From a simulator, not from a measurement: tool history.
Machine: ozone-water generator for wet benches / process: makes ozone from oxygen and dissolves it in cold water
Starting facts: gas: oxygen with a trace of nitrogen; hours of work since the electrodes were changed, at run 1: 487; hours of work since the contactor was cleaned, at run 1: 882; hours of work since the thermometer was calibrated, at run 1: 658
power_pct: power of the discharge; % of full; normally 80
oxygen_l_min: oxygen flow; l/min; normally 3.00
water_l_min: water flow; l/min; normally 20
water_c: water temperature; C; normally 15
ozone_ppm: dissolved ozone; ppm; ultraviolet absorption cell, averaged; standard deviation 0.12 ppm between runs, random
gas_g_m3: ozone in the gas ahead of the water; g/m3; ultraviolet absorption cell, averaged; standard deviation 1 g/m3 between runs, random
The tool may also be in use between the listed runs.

run	hour	power_pct	oxygen_l_min	water_l_min	water_c	hours of work since the electrodes were changed	hours of work since the contactor was cleaned	hours of work since the thermometer was calibrated	ozone_ppm	gas_g_m3
1	0.0	80	3.00	20	15	487	882	658	10.6	168.6
2	64.1	80	3.00	20	15	535	930	707	10.7	168.6
3	135.8	80	3.00	20	15	590	985	762	10.9	166.8
4	197.1	80	3.00	20	15	637	1032	808	10.9	166.7
5	230.3	80	3.00	20	15	662	1057	833	10.9	166.3
6	276.9	80	3.00	20	15	697	1092	869	10.8	165.3
7	314.5	80	3.00	20	15	726	1121	897	10.8	167.5
8	379.1	80	3.00	15	15	775	1170	946	13.7	166.2
9	451.3	80	2.82	15	15	830	1225	1001	13.4	171.6
10	493.7	80	2.82	15	15	862	1257	1034	13.3	170.4
11	569.5	80	3.00	20	15	920	1315	1091	10.5	166.8
12	643.1	80	3.00	20	15	976	1371	1147	10.4	165.0
13	717.6	80	3.00	20	15	1032	1427	1204	10.4	167.1
14	788.6	80	3.00	20	15	1086	1481	1258	10.3	165.0
15	844.6	80	3.00	20	15	1129	1524	1300	10.4	164.8
16	898.9	80	3.00	20	15	1170	1565	1342	10.5	165.5
17	932.0	55	1.58	23	15	1195	1590	1367	5.1	149.2
18	980.0	55	1.58	23	15	1232	1627	1403	4.9	147.8
19	1022.9	55	1.58	23	15	1264	1659	1436	4.9	146.7
20	1054.7	55	1.58	13	15	1289	1684	1460	8.8	147.4
21	1099.0	55	4.45	12	15	1322	1717	1494	12.4	99.7
22	1130.1	55	4.45	12	15	1346	1741	1518	12.0	102.1
23	1199.4	55	4.45	12	15	1399	1794	1570	12.1	101.3
24	1260.7	55	4.45	12	15	1445	1840	1617	12.3	101.5
25	1295.9	58	3.61	13	19	1472	1867	1644	10.9	114.4
26	1360.1	80	3.00	28	12	1521	1916	1692	7.7	162.5
27	1400.4	80	3.00	28	12	1551	1946	1723	7.6	162.3
28	1436.5	82	3.00	28	12	1579	1974	1751	7.6	164.5
29	1475.6	82	3.00	28	12	1609	2004	1780	7.6	165.2
30	1522.7	82	3.00	28	12	1644	2039	1816	7.9	164.8

A few steps of ozone_ppm between consecutive runs. Split each: what settings, incoming material and random variation would produce without the hidden state, and what is left over for the hidden state, along with gauge scatter present in only one of the two compared results (measured, and without hidden state):
Hidden state at play: yield of the discharge, % of new electrodes'; contactor's efficiency, % of a clean one's; true water temperature over the reading, C; drift of the gauge itself on ozone_ppm, %; drift of the gauge itself on gas_g_m3, %.
Run 7 -> 8: water_l_min 20 -> 15. ozone_ppm +2.9 ppm: hidden state -0.2, all else +3.1.
Run 16 -> 17: power_pct 80 -> 55, oxygen_l_min 3.00 -> 1.58, water_l_min 20 -> 23. ozone_ppm -5.4 ppm: hidden state +0.6, all else -6.0.
Run 19 -> 20: water_l_min 23 -> 13. ozone_ppm +3.9 ppm: hidden state -0.2, all else +4.1.
Run 20 -> 21: oxygen_l_min 1.58 -> 4.45, water_l_min 13 -> 12. ozone_ppm +3.6 ppm: hidden state -0.3, all else +3.9.
